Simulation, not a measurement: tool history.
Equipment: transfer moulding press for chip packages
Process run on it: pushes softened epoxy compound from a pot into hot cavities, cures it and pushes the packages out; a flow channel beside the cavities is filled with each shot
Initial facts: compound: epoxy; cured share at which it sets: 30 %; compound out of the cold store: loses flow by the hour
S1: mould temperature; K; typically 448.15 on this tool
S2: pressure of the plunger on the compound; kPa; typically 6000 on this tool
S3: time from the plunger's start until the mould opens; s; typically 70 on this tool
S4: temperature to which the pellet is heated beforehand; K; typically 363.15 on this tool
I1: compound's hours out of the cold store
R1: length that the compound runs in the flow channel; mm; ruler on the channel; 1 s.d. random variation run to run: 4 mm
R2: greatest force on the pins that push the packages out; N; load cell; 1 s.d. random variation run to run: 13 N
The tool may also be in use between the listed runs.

run    hour      S1    S2  S3      S4    I1   R1   R2
  1       0  448.15  6000  70  363.15  15.2  734  593
  2      39  448.15  6000  70  363.15    19  721  614
       54.6  -- cavities cleaned with cleaning compound and waxed
  3    89.1  448.15  6000  63  363.15  34.6  681  760
      135.6  -- plunger's sealing rings changed
      137.1  -- cavities cleaned with cleaning compound and waxed
  4   149.5  448.15  6000  84  363.15  43.1  661  413
  5   202.6  448.15  6000  84  363.15  37.5  681  402
      213.1  -- cavities cleaned with cleaning compound and waxed
  6   258.7  448.15  6000  84  363.15  45.2  663  383
        293  -- cavities cleaned with cleaning compound and waxed
  7   318.2  448.15  6000  70  363.15  46.9  655  573
  8     346  448.15  6000  70  363.15  36.6  684  572
      370.1  -- cavities cleaned with cleaning compound and waxed
  9   401.5  448.15  5760  70  363.15  26.5  699  571
 10   429.5  448.15  6700  70  363.15    16  774  613
      447.5  -- cavities cleaned with cleaning compound and waxed
 11   493.2  448.15  6700  70  363.15  47.3  688  561
      524.5  -- plunger's sealing rings changed
        526  -- cavities cleaned with cleaning compound and waxed
 12   531.2  448.15  6000  70  361.15  26.6  707  567
 13   595.9  448.15  6000  83  361.15    26  712  418
      607.3  -- cavities cleaned with cleaning compound and waxed
 14   648.5  448.15  6000  70  363.15  14.1  752  609
      684.6  -- cavities cleaned with cleaning compound and waxed
 15   708.3  448.15  6000  70  363.15  37.8  680  564
 16   744.4  448.15  6000  70  363.15   8.3  752  596
      752.6  -- mould's thermocouples calibrated
      763.1  -- cavities cleaned with cleaning compound and waxed
 17   813.2  455.15  4730  82  370.15  34.2  597  351
      840.1  -- cavities cleaned with cleaning compound and waxed
 18   859.8  455.15  4730  61  373.15  44.8  577  460
 19   897.1  455.15  4730  61  373.15  40.2  580  476
      915.6  -- plunger's sealing rings changed
      922.2  -- cavities cleaned with cleaning compound and waxed
 20   932.5  446.15  6000  89  363.15  11.7  757  429
 21   979.6  448.15  6000  89  363.15  22.8  716  375
      999.3  -- cavities cleaned with cleaning compound and waxed
 22  1012.8  448.15  7380  70  357.15  43.2  746  579
 23  1068.2  448.15  5200  77  363.15  15.2  686  477
     1076.7  -- cavities cleaned with cleaning compound and waxed
 24  1097.5  448.15  5200  77  363.15  29.1  654  480
     1153.2  -- cavities cleaned with cleaning compound and waxed
 25  1157.5  448.15  6000  70  365.15  24.8  707  590
 26  1224.3  448.15  6000  70  365.15  44.3  674  554
     1232.1  -- cavities cleaned with cleaning compound and waxed
 27  1268.4  448.15  7440  70  363.15   9.7  844  585
     1305.5  -- plunger's sealing rings changed
     1312.5  -- cavities cleaned with cleaning compound and waxed
 28  1317.1  448.15  6100  70  361.15  21.8  733  587

Each row is a separate what-if for the run after 28, all from the same tool condition, not one after another. Results?
  A  1350.2  445.15  5900  70  365.15  37.1   ?   ?
  B  1350.2  445.15  6100  52  363.15    14   ?   ?
  C  1350.2  448.15  6100  70  355.15  41.9   ?   ?

run   R1    R2
  A  678   711
  B  764  1502
  C  677   573
Take away the tool's hidden state, keep each run's random variation, and the runs would have read:
run   R1    R2
  A  678   707
  B  764  1495
  C  677   570

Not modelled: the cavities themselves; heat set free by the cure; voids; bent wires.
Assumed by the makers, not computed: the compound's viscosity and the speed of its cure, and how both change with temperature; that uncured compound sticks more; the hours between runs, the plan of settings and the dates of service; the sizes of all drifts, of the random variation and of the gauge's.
